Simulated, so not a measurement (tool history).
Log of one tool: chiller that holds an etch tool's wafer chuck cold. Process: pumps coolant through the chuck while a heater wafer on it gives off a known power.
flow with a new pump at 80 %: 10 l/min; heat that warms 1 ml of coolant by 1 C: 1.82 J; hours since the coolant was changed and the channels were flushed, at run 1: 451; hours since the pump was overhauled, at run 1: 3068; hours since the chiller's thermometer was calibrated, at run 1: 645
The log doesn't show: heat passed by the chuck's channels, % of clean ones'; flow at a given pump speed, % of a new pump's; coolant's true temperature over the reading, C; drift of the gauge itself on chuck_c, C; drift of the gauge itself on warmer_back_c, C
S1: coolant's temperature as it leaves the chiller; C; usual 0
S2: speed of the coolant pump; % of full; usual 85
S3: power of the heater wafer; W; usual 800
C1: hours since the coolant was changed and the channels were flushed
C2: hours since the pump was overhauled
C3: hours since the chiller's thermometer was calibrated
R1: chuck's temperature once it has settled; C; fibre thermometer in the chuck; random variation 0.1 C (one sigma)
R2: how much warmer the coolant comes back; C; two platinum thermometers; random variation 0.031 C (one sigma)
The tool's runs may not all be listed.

{"run": 1, "day": 0.0, "S1": 0, "S2": 85, "S3": 800, "C1": 451, "C2": 3068, "C3": 645, "R1": 8.6, "R2": 2.62}
{"run": 2, "day": 2.508, "S1": 0, "S2": 85, "S3": 800, "C1": 511, "C2": 3128, "C3": 706, "R1": 8.4, "R2": 2.6}
{"run": 3, "day": 6.725, "S1": 0, "S2": 85, "S3": 800, "C1": 612, "C2": 3229, "C3": 807, "R1": 8.7, "R2": 2.56}
{"run": 4, "day": 10.892, "S1": 0, "S2": 85, "S3": 800, "C1": 712, "C2": 3329, "C3": 907, "R1": 8.5, "R2": 2.6}
{"run": 5, "day": 15.579, "S1": -4, "S2": 85, "S3": 800, "C1": 825, "C2": 3442, "C3": 1019, "R1": 4.6, "R2": 2.6}
{"run": 6, "day": 17.604, "S1": 0, "S2": 85, "S3": 800, "C1": 874, "C2": 3491, "C3": 1068, "R1": 8.7, "R2": 2.6}
{"run": 7, "day": 20.696, "S1": 0, "S2": 85, "S3": 800, "C1": 948, "C2": 3565, "C3": 1142, "R1": 8.7, "R2": 2.61}

The next listed run, before its measurement:
{"run": 8, "day": 24.992, "S1": -3, "S2": 95, "S3": 667, "C1": 1051, "C2": 3668, "C3": 1245, "R1": "?", "R2": "?"}

{"run 8": {"R1": 4, "R2": 1.9}}
Without the tool's hidden state the same run would have given R1 3.4 C, R2 1.79 C.

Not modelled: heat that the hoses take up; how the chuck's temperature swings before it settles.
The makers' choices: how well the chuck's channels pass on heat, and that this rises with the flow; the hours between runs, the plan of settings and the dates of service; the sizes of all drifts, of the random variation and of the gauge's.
